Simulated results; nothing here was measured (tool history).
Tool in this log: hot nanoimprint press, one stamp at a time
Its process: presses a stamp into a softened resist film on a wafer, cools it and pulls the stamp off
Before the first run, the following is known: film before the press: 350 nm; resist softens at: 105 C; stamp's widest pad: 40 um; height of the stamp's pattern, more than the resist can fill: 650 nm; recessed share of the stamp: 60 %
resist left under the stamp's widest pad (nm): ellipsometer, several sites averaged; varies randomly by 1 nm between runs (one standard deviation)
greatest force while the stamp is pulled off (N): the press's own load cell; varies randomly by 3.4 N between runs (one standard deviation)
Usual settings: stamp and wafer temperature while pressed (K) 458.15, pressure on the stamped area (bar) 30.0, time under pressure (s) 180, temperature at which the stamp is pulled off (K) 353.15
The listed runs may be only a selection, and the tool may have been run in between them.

| run | hour | stamp and wafer temperature while pressed (K) | pressure on the stamped area (bar) | time under pressure (s) | temperature at which the stamp is pulled off (K) | resist left under the stamp's widest pad (nm) | greatest force while the stamp is pulled off (N) |
|---|---|---|---|---|---|---|---|
| 1 | 0.0 | 458.15 | 30.0 | 180 | 353.15 | 188.5 | 186 |
|  | 33.3 | plate thermocouple calibrated |
| 2 | 33.6 | 458.15 | 30.0 | 180 | 353.15 | 195.8 | 192 |
| 3 | 80.5 | 458.15 | 30.0 | 180 | 353.15 | 195.8 | 202 |
| 4 | 114.1 | 458.15 | 30.0 | 180 | 353.15 | 196.7 | 203 |
| 5 | 141.4 | 458.15 | 41.5 | 180 | 353.15 | 172.1 | 212 |
| 6 | 171.3 | 458.15 | 39.5 | 180 | 353.15 | 177.2 | 202 |
| 7 | 192.6 | 458.15 | 30.0 | 180 | 353.15 | 200.0 | 213 |
| 8 | 226.7 | 458.15 | 30.0 | 180 | 353.15 | 199.4 | 220 |
| 9 | 263.3 | 458.15 | 30.0 | 180 | 345.15 | 200.1 | 263 |
|  | 283.0 | plate thermocouple calibrated, once more |
| 10 | 307.6 | 458.15 | 30.0 | 180 | 345.15 | 177.4 | 245 |
| 11 | 336.4 | 458.15 | 30.0 | 180 | 345.15 | 180.3 | 254 |
| 12 | 385.2 | 458.15 | 30.0 | 180 | 353.15 | 177.3 | 225 |
| 13 | 407.9 | 458.15 | 30.0 | 264 | 353.15 | 155.3 | 234 |
| 14 | 443.0 | 458.15 | 30.0 | 264 | 353.15 | 155.3 | 235 |
|  | 452.4 | stamp cleaned and given a new release coat |
| 15 | 477.4 | 458.15 | 30.0 | 264 | 353.15 | 155.7 | 162 |
| 16 | 512.0 | 458.15 | 42.9 | 180 | 346.15 | 156.6 | 189 |
| 17 | 539.2 | 458.15 | 42.9 | 180 | 346.15 | 157.0 | 188 |
| 18 | 584.4 | 460.15 | 20.3 | 214 | 355.15 | 183.2 | 166 |
| 19 | 614.0 | 460.15 | 42.2 | 203 | 338.15 | 138.0 | 223 |
| 20 | 649.9 | 460.15 | 42.2 | 203 | 338.15 | 136.8 | 232 |
| 21 | 674.6 | 460.15 | 42.2 | 203 | 338.15 | 138.1 | 243 |
| 22 | 707.6 | 460.15 | 42.2 | 203 | 338.15 | 140.0 | 240 |
| 23 | 751.8 | 460.15 | 42.2 | 203 | 338.15 | 140.1 | 251 |
| 24 | 782.2 | 458.15 | 28.9 | 180 | 338.15 | 186.1 | 260 |

The next listed run, before its measurement:
| 25 | 804.5 | 457.15 | 27.3 | 318 | 359.15 | ? | ? |

resist left under the stamp's widest pad (nm): 164.0
greatest force while the stamp is pulled off (N): 183
On a tool with no hidden condition, and with the same random variation, this run would have come out at resist left under the stamp's widest pad (nm) 156.3, greatest force while the stamp is pulled off (N) 146.
